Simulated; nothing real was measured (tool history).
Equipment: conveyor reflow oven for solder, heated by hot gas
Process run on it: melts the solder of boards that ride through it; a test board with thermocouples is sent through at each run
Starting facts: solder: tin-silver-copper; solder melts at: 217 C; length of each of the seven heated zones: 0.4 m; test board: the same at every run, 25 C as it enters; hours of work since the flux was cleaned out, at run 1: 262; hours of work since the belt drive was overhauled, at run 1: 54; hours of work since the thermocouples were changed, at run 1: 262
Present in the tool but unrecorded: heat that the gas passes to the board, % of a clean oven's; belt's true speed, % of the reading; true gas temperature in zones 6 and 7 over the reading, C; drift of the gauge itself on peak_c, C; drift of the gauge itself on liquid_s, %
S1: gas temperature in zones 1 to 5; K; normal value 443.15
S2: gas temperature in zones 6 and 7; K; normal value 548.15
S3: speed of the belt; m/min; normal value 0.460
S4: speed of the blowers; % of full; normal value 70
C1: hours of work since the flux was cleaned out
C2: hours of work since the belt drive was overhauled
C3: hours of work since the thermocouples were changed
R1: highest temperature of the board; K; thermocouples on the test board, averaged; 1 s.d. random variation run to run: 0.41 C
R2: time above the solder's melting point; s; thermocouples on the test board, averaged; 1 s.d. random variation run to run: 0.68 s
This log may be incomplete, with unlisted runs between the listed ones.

Run 1, hour 0.0: usual settings; C1 262; C2 54; C3 262. Result: R1 528.15 K, R2 76.6 s.
Run 2, hour 29.4: usual settings but S4 73 % of full; C1 275; C2 67; C3 275. Result: R1 528.75 K, R2 78.5 s.
Run 3, hour 81.7: usual settings but S4 73 % of full; C1 297; C2 89; C3 297. Result: R1 528.85 K, R2 78.9 s.
Run 4, hour 120.3: usual settings but S4 73 % of full; C1 314; C2 106; C3 314. Result: R1 528.95 K, R2 78.4 s.
Run 5, hour 160.9: usual settings but S1 429.15 K; C1 331; C2 123; C3 331. Result: R1 524.45 K, R2 69.4 s.
Run 6, hour 212.6: usual settings but S1 429.15 K; C1 354; C2 146; C3 354. Result: R1 525.05 K, R2 69.6 s.
Run 7, hour 245.2: usual settings but S1 429.15 K; C1 368; C2 160; C3 368. Result: R1 525.15 K, R2 67.6 s.
Run 8, hour 294.7: usual settings but S1 454.15 K; C1 389; C2 181; C3 389. Result: R1 529.85 K, R2 84.1 s.
Run 9, hour 320.2: usual settings but S1 454.15 K; C1 400; C2 192; C3 400. Result: R1 529.15 K, R2 83.6 s.
At hour 364.3: flux residue cleaned out of gas plates and filters.
Run 10, hour 366.8: usual settings but S1 454.15 K; C1 1; C2 210; C3 418. Result: R1 529.45 K, R2 85.7 s.
Run 11, hour 394.8: usual settings but S1 454.15 K; C1 13; C2 222; C3 430. Result: R1 529.85 K, R2 83.4 s.
Run 12, hour 427.1: usual settings; C1 27; C2 236; C3 444. Result: R1 527.55 K, R2 78.2 s.
Run 13, hour 455.2: usual settings; C1 39; C2 248; C3 456. Result: R1 527.95 K, R2 76.6 s.
Run 14, hour 477.5: usual settings but S4 50 % of full; C1 49; C2 258; C3 466. Result: R1 519.85 K, R2 67.0 s.
Run 15, hour 516.9: usual settings but S4 50 % of full; C1 66; C2 275; C3 483. Result: R1 520.15 K, R2 65.9 s.
Run 16, hour 552.2: usual settings but S2 556.15 K; C1 81; C2 290; C3 498. Result: R1 534.55 K, R2 83.6 s.
Run 17, hour 585.1: usual settings but S2 543.15 K; C1 95; C2 304; C3 512. Result: R1 522.75 K, R2 73.4 s.
Run 18, hour 632.8: usual settings but S2 543.15 K; C1 116; C2 325; C3 533. Result: R1 524.65 K, R2 73.2 s.
Run 19, hour 686.1: usual settings but S1 454.15 K, S2 556.15 K, S3 0.545 m/min, S4 88 % of full; C1 139; C2 348; C3 556. Result: R1 535.25 K, R2 76.2 s.
Run 20, hour 720.0: usual settings but S1 439.15 K, S2 556.15 K, S3 0.444 m/min, S4 85 % of full; C1 153; C2 362; C3 570. Result: R1 539.75 K, R2 89.3 s.
Run 21, hour 771.1: usual settings but S1 449.15 K, S2 536.15 K, S3 0.371 m/min, S4 85 % of full; C1 175; C2 384; C3 592. Result: R1 527.55 K, R2 102.7 s.
Run 22, hour 819.1: usual settings but S1 441.15 K, S2 553.15 K, S3 0.435 m/min, S4 51 % of full; C1 196; C2 405; C3 613. Result: R1 526.05 K, R2 79.0 s.
Run 23, hour 859.5: usual settings but S1 441.15 K, S2 553.15 K, S3 0.392 m/min, S4 51 % of full; C1 214; C2 423; C3 630. Result: R1 531.35 K, R2 92.4 s.
Run 24, hour 889.6: usual settings but S1 441.15 K, S2 553.15 K, S3 0.392 m/min, S4 51 % of full; C1 226; C2 436; C3 643. Result: R1 530.95 K, R2 93.2 s.
Run 25, hour 936.7: usual settings but S4 63 % of full; C1 247; C2 456; C3 664. Result: R1 525.45 K, R2 73.5 s.
Run 26, hour 967.7: usual settings but S1 433.15 K, S2 542.15 K; C1 260; C2 469; C3 677. Result: R1 520.65 K, R2 64.8 s.
Run 27, hour 1018.6: usual settings but S1 453.15 K, S2 544.15 K, S3 0.549 m/min; C1 282; C2 491; C3 699. Result: R1 519.95 K, R2 59.6 s.
Run 28, hour 1053.9: usual settings but S1 441.15 K, S2 544.15 K, S3 0.447 m/min, S4 64 % of full; C1 297; C2 506; C3 714. Result: R1 523.35 K, R2 73.6 s.
Run 29, hour 1084.4: usual settings but S2 556.15 K, S4 63 % of full; C1 310; C2 520; C3 727. Result: R1 532.15 K, R2 81.7 s.
Run 30, hour 1131.6: usual settings but S2 556.15 K, S4 63 % of full; C1 331; C2 540; C3 748. Result: R1 532.45 K, R2 81.6 s.
Run 31, hour 1184.8: usual settings but S2 560.15 K, S3 0.506 m/min, S4 63 % of full; C1 354; C2 563; C3 771. Result: R1 530.95 K, R2 72.2 s.

Entry by entry between the runs, the difference in hidden state between the last listed run before and the first listed run after:
Runs 9 to 10: flux residue cleaned out of gas plates and filters (hour 364.3)
  heat that the gas passes to the board, % of a clean oven's: 99 -> 100; true gas temperature in zones 6 and 7 over the reading, C: 0.05 -> 0.06
